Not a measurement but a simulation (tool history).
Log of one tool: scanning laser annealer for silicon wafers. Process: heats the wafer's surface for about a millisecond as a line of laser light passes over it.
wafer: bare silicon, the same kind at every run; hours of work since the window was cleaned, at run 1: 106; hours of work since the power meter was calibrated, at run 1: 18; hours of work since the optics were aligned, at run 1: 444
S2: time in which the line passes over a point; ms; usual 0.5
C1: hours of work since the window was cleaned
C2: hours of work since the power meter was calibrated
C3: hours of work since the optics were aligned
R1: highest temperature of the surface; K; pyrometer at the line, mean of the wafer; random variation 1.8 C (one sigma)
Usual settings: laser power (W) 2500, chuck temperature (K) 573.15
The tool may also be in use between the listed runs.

run 1 hour=0 | laser_power_(W)=2500 S2=0.5 chuck_temperature_(K)=573.15 | C1=106 C2=18 C3=444 | R1=1313.15
run 2 hour=32.9 | laser_power_(W)=2500 S2=0.5 chuck_temperature_(K)=573.15 | C1=124 C2=35 C3=462 | R1=1314.15
run 3 hour=69.2 | laser_power_(W)=2500 S2=0.583 chuck_temperature_(K)=573.15 | C1=143 C2=54 C3=481 | R1=1384.15
run 4 hour=96.2 | laser_power_(W)=2500 S2=0.357 chuck_temperature_(K)=573.15 | C1=157 C2=68 C3=495 | R1=1181.15
run 5 hour=123.1 | laser_power_(W)=2500 S2=0.357 chuck_temperature_(K)=573.15 | C1=171 C2=82 C3=509 | R1=1182.15
run 6 hour=149.4 | laser_power_(W)=2500 S2=0.357 chuck_temperature_(K)=573.15 | C1=185 C2=96 C3=523 | R1=1182.15
run 7 hour=182.4 | laser_power_(W)=2500 S2=0.5 chuck_temperature_(K)=573.15 | C1=202 C2=114 C3=540 | R1=1313.15
run 8 hour=221.9 | laser_power_(W)=2500 S2=0.5 chuck_temperature_(K)=573.15 | C1=223 C2=134 C3=561 | R1=1311.15
run 9 hour=256.5 | laser_power_(W)=2677 S2=0.5 chuck_temperature_(K)=573.15 | C1=241 C2=153 C3=579 | R1=1376.15
run 10 hour=282.5 | laser_power_(W)=2476 S2=0.5 chuck_temperature_(K)=573.15 | C1=255 C2=166 C3=593 | R1=1302.15
run 11 hour=307.1 | laser_power_(W)=2476 S2=0.5 chuck_temperature_(K)=602.15 | C1=268 C2=179 C3=606 | R1=1328.15
run 12 hour=333.3 | laser_power_(W)=2600 S2=0.5 chuck_temperature_(K)=573.15 | C1=282 C2=193 C3=620 | R1=1345.15
run 13 hour=361.7 | laser_power_(W)=2600 S2=0.5 chuck_temperature_(K)=573.15 | C1=297 C2=208 C3=635 | R1=1343.15
run 14 hour=382.6 | laser_power_(W)=2600 S2=0.5 chuck_temperature_(K)=573.15 | C1=307 C2=219 C3=645 | R1=1343.15
run 15 hour=420 | laser_power_(W)=2600 S2=0.355 chuck_temperature_(K)=573.15 | C1=327 C2=239 C3=665 | R1=1205.15
run 16 hour=439.2 | laser_power_(W)=2600 S2=0.355 chuck_temperature_(K)=573.15 | C1=337 C2=249 C3=675 | R1=1201.15
run 17 hour=461 | laser_power_(W)=2600 S2=0.355 chuck_temperature_(K)=573.15 | C1=349 C2=260 C3=687 | R1=1203.15
run 18 hour=499.2 | laser_power_(W)=2600 S2=0.355 chuck_temperature_(K)=573.15 | C1=369 C2=280 C3=707 | R1=1202.15
run 19 hour=529.5 | laser_power_(W)=2600 S2=0.355 chuck_temperature_(K)=573.15 | C1=385 C2=296 C3=723 | R1=1205.15
run 20 hour=556.4 | laser_power_(W)=2500 S2=0.5 chuck_temperature_(K)=573.15 | C1=399 C2=310 C3=737 | R1=1300.15
run 21 hour=585.5 | laser_power_(W)=2500 S2=0.5 chuck_temperature_(K)=550.15 | C1=414 C2=326 C3=752 | R1=1282.15
run 22 hour=618.6 | laser_power_(W)=2736 S2=0.5 chuck_temperature_(K)=586.15 | C1=432 C2=343 C3=770 | R1=1400.15
run 23 hour=643.1 | laser_power_(W)=2627 S2=0.37 chuck_temperature_(K)=544.15 | C1=445 C2=356 C3=783 | R1=1196.15
run 24 hour=662.8 | laser_power_(W)=2139 S2=0.4 chuck_temperature_(K)=612.15 | C1=455 C2=366 C3=793 | R1=1137.15
run 25 hour=682.7 | laser_power_(W)=2492 S2=0.366 chuck_temperature_(K)=595.15 | C1=465 C2=377 C3=803 | R1=1202.15
run 26 hour=711.5 | laser_power_(W)=2336 S2=0.527 chuck_temperature_(K)=540.15 | C1=481 C2=392 C3=819 | R1=1230.15
run 27 hour=733.6 | laser_power_(W)=2336 S2=0.527 chuck_temperature_(K)=540.15 | C1=492 C2=404 C3=830 | R1=1227.15
run 28 hour=767.5 | laser_power_(W)=2148 S2=0.592 chuck_temperature_(K)=568.15 | C1=510 C2=421 C3=848 | R1=1230.15
run 29 hour=801 | laser_power_(W)=2197 S2=0.592 chuck_temperature_(K)=568.15 | C1=528 C2=439 C3=866 | R1=1247.15
run 30 hour=827.4 | laser_power_(W)=2197 S2=0.592 chuck_temperature_(K)=568.15 | C1=542 C2=453 C3=880 | R1=1251.15
run 31 hour=854.5 | laser_power_(W)=2197 S2=0.592 chuck_temperature_(K)=565.15 | C1=556 C2=467 C3=894 | R1=1247.15
run 32 hour=886.8 | laser_power_(W)=2197 S2=0.592 chuck_temperature_(K)=565.15 | C1=573 C2=484 C3=911 | R1=1240.15
run 33 hour=904.8 | laser_power_(W)=2162 S2=0.542 chuck_temperature_(K)=544.15 | C1=582 C2=494 C3=920 | R1=1176.15
run 34 hour=921.6 | laser_power_(W)=2652 S2=0.423 chuck_temperature_(K)=585.15 | C1=591 C2=502 C3=929 | R1=1292.15
run 35 hour=960.4 | laser_power_(W)=2453 S2=0.416 chuck_temperature_(K)=590.15 | C1=611 C2=523 C3=949 | R1=1220.15
run 36 hour=984.8 | laser_power_(W)=2453 S2=0.416 chuck_temperature_(K)=590.15 | C1=624 C2=536 C3=962 | R1=1221.15
run 37 hour=1016.9 | laser_power_(W)=2453 S2=0.416 chuck_temperature_(K)=590.15 | C1=641 C2=553 C3=979 | R1=1222.15
run 38 hour=1037.6 | laser_power_(W)=2453 S2=0.416 chuck_temperature_(K)=590.15 | C1=652 C2=564 C3=990 | R1=1221.15
run 39 hour=1055.6 | laser_power_(W)=2453 S2=0.416 chuck_temperature_(K)=590.15 | C1=662 C2=573 C3=1000 | R1=1220.15
run 40 hour=1094.1 | laser_power_(W)=2453 S2=0.416 chuck_temperature_(K)=590.15 | C1=682 C2=593 C3=1020 | R1=1223.15

Measured less the same run without the tool's hidden state. The same run-to-run variation is in both; the gauge's scatter may not be:
The hidden state here: light that passes the window, % of a clean one's; laser's true power over the reading, %; width of the line over the set one, %; drift of the gauge itself on peak_c, C.
run=1 R1=-8
run=2 R1=-8
run=3 R1=-11
run=4 R1=-8
run=5 R1=-8
run=6 R1=-9
run=7 R1=-12
run=8 R1=-12
run=9 R1=-15
run=10 R1=-14
run=11 R1=-15
run=12 R1=-16
run=13 R1=-17
run=14 R1=-17
run=15 R1=-14
run=16 R1=-15
run=17 R1=-15
run=18 R1=-16
run=19 R1=-16
run=20 R1=-19
run=21 R1=-20
run=22 R1=-23
run=23 R1=-19
run=24 R1=-16
run=25 R1=-18
run=26 R1=-21
run=27 R1=-22
run=28 R1=-22
run=29 R1=-23
run=30 R1=-23
run=31 R1=-24
run=32 R1=-24
run=33 R1=-23
run=34 R1=-26
run=35 R1=-24
run=36 R1=-24
run=37 R1=-25
run=38 R1=-25
run=39 R1=-25
run=40 R1=-26
